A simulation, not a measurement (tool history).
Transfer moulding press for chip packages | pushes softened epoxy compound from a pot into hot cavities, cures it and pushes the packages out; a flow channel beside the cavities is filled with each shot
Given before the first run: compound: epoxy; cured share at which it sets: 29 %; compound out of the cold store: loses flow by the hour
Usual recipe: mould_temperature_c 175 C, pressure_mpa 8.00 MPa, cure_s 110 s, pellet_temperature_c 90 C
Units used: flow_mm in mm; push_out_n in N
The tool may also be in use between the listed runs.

run,hour,mould_temperature_c,pressure_mpa,cure_s,pellet_temperature_c,incoming compound's hours out of the cold store,flow_mm,push_out_n
1,0.0,175,8.00,110,90,39.1,582,667
2,32.2,175,8.00,110,90,39.8,574,733
# hour 63.7: mould's thermocouples calibrated
# hour 77.4: cavities cleaned with cleaning compound and waxed
3,77.4,175,7.60,110,90,27.5,578,509
4,132.5,175,8.00,110,90,24.5,592,671
5,180.2,175,8.00,110,90,45.8,550,680
# hour 205.2: cavities cleaned with cleaning compound and waxed
6,212.3,175,8.00,110,90,36.5,560,517
7,239.2,175,8.00,110,85,41.0,547,599
8,276.7,175,8.00,110,90,23.6,580,698
9,324.6,175,8.00,110,90,25.2,573,744
# hour 334.9: cavities cleaned with cleaning compound and waxed
10,354.2,175,8.00,110,90,34.6,554,584
11,408.3,175,8.00,110,90,33.8,547,700
12,444.3,175,8.00,110,90,29.6,557,716
# hour 463.1: plunger's sealing rings changed
# hour 464.6: cavities cleaned with cleaning compound and waxed
13,495.2,175,8.00,110,90,43.0,577,612
14,523.9,175,8.00,110,90,26.4,606,677
15,551.4,175,8.00,110,90,20.7,613,716
# hour 591.6: cavities cleaned with cleaning compound and waxed
16,591.9,177,8.00,147,91,36.4,578,414
17,618.6,169,7.92,110,90,32.5,599,890
18,659.6,169,7.92,110,90,38.5,583,1017
19,707.3,179,8.00,110,100,19.8,588,644
# hour 719.6: cavities cleaned with cleaning compound and waxed
20,751.7,174,7.79,116,92,25.9,581,631
21,808.7,174,6.35,106,92,37.5,502,793
# hour 840.0: mould's thermocouples calibrated
# hour 846.7: cavities cleaned with cleaning compound and waxed
22,850.5,177,7.85,106,92,10.0,602,523
23,894.2,175,8.41,98,90,9.5,623,861
24,944.5,175,8.41,98,90,33.9,567,871
# hour 975.2: cavities cleaned with cleaning compound and waxed
25,1006.1,175,6.25,110,83,28.2,489,643
# hour 1040.6: plunger's sealing rings changed
26,1050.3,167,6.25,95,83,11.1,587,1733
# hour 1102.6: cavities cleaned with cleaning compound and waxed
27,1102.6,176,8.95,113,98,40.2,608,464
28,1151.8,177,7.52,116,82,22.5,589,585

4 ways to go on from here, each from the tool as it stands after run 28. What would each give?
A,1180.9,169,8.49,106,90,24.5,?,?
B,1180.9,177,9.67,110,94,12.0,?,?
C,1180.9,175,9.90,113,84,13.6,?,?
D,1180.9,177,7.52,116,81,11.7,?,?

run,flow_mm,push_out_n
A,645,1142
B,686,678
C,698,714
D,605,660
Take away the tool's hidden state, keep each run's random variation, and the runs would have read:
run,flow_mm,push_out_n
A,659,758
B,701,462
C,713,481
D,619,455
